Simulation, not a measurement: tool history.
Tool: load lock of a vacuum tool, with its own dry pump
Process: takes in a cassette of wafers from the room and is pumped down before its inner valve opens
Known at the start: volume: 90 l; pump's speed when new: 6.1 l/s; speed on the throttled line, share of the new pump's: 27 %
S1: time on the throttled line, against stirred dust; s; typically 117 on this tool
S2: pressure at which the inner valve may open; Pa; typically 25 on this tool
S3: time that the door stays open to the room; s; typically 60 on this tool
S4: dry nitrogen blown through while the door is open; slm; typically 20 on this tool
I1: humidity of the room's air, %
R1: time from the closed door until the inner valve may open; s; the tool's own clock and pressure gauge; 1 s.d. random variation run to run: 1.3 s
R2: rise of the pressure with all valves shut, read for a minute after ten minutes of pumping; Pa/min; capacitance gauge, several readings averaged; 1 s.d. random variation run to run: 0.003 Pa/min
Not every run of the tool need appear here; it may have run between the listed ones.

{"run": 1, "hour": 0.0, "S1": 117, "S2": 25, "S3": 60, "S4": 20, "I1": 42.8, "R1": 225.3, "R2": 0.038}
{"run": 2, "hour": 99.4, "S1": 117, "S2": 25, "S3": 60, "S4": 20, "I1": 47.6, "R1": 225.7, "R2": 0.047}
{"run": 3, "hour": 170.2, "S1": 117, "S2": 25, "S3": 60, "S4": 20, "I1": 46.1, "R1": 225.5, "R2": 0.049}
{"run": 4, "hour": 241.6, "S1": 117, "S2": 25, "S3": 60, "S4": 20, "I1": 46.9, "R1": 225.6, "R2": 0.048}
{"run": 5, "hour": 332.3, "S1": 63, "S2": 25, "S3": 60, "S4": 20, "I1": 46.3, "R1": 188.8, "R2": 0.043}
{"run": 6, "hour": 408.8, "S1": 117, "S2": 50, "S3": 60, "S4": 20, "I1": 46.2, "R1": 214, "R2": 0.048}
{"run": 7, "hour": 495.3, "S1": 117, "S2": 50, "S3": 60, "S4": 20, "I1": 46.4, "R1": 216.2, "R2": 0.043}
{"run": 8, "hour": 546.0, "S1": 117, "S2": 20, "S3": 60, "S4": 20, "I1": 46.5, "R1": 233, "R2": 0.045}
{"run": 9, "hour": 619.0, "S1": 117, "S2": 20, "S3": 60, "S4": 20, "I1": 45, "R1": 230.8, "R2": 0.047}
{"run": 10, "hour": 689.8, "S1": 117, "S2": 25, "S3": 60, "S4": 20, "I1": 41.9, "R1": 227.5, "R2": 0.043}
{"run": 11, "hour": 790.5, "S1": 117, "S2": 25, "S3": 60, "S4": 20, "I1": 44.4, "R1": 226, "R2": 0.049}
{"run": 12, "hour": 872.8, "S1": 70, "S2": 37, "S3": 133, "S4": 8, "I1": 44, "R1": 188.9, "R2": 0.07}
{"run": 13, "hour": 958.8, "S1": 70, "S2": 25, "S3": 60, "S4": 8, "I1": 41.9, "R1": 197.1, "R2": 0.057}
{"run": 14, "hour": 1004.9, "S1": 70, "S2": 25, "S3": 60, "S4": 8, "I1": 42.5, "R1": 197.2, "R2": 0.06}
{"run": 15, "hour": 1057.1, "S1": 70, "S2": 25, "S3": 225, "S4": 8, "I1": 43.4, "R1": 194.6, "R2": 0.085}
{"hour": 1071.3, "done": "dry pump taken out, an overhauled one fitted"}
{"run": 16, "hour": 1164.0, "S1": 195, "S2": 23, "S3": 60, "S4": 20, "I1": 46.8, "R1": 264.7, "R2": 0.049}
{"run": 17, "hour": 1264.0, "S1": 87, "S2": 22, "S3": 32, "S4": 25, "I1": 46.5, "R1": 188.6, "R2": 0.043}
{"run": 18, "hour": 1360.3, "S1": 87, "S2": 23, "S3": 32, "S4": 12, "I1": 44.5, "R1": 187.4, "R2": 0.05}
{"run": 19, "hour": 1410.8, "S1": 117, "S2": 25, "S3": 131, "S4": 20, "I1": 47.5, "R1": 209, "R2": 0.064}
{"run": 20, "hour": 1496.5, "S1": 117, "S2": 25, "S3": 131, "S4": 20, "I1": 45.5, "R1": 209, "R2": 0.065}
{"run": 21, "hour": 1564.0, "S1": 117, "S2": 50, "S3": 131, "S4": 16, "I1": 43.9, "R1": 197.3, "R2": 0.068}
{"run": 22, "hour": 1662.4, "S1": 117, "S2": 25, "S3": 26, "S4": 20, "I1": 43.7, "R1": 209.2, "R2": 0.047}

Below are 3 alternative next runs, each starting from the tool's condition after run 22. Predict each:
{"run": "A", "hour": 1742.1, "S1": 183, "S2": 25, "S3": 26, "S4": 11, "I1": 43.4, "R1": "?", "R2": "?"}
{"run": "B", "hour": 1742.1, "S1": 117, "S2": 18, "S3": 29, "S4": 20, "I1": 44.4, "R1": "?", "R2": "?"}
{"run": "C", "hour": 1742.1, "S1": 117, "S2": 25, "S3": 141, "S4": 20, "I1": 43.1, "R1": "?", "R2": "?"}

run=A R1=256.2 R2=0.046
run=B R1=211.8 R2=0.048
run=C R1=208.9 R2=0.066
Without the tool's unlogged condition, the same runs would have read:
run=A R1=255.3 R2=0.02
run=B R1=210.6 R2=0.021
run=C R1=207.8 R2=0.039
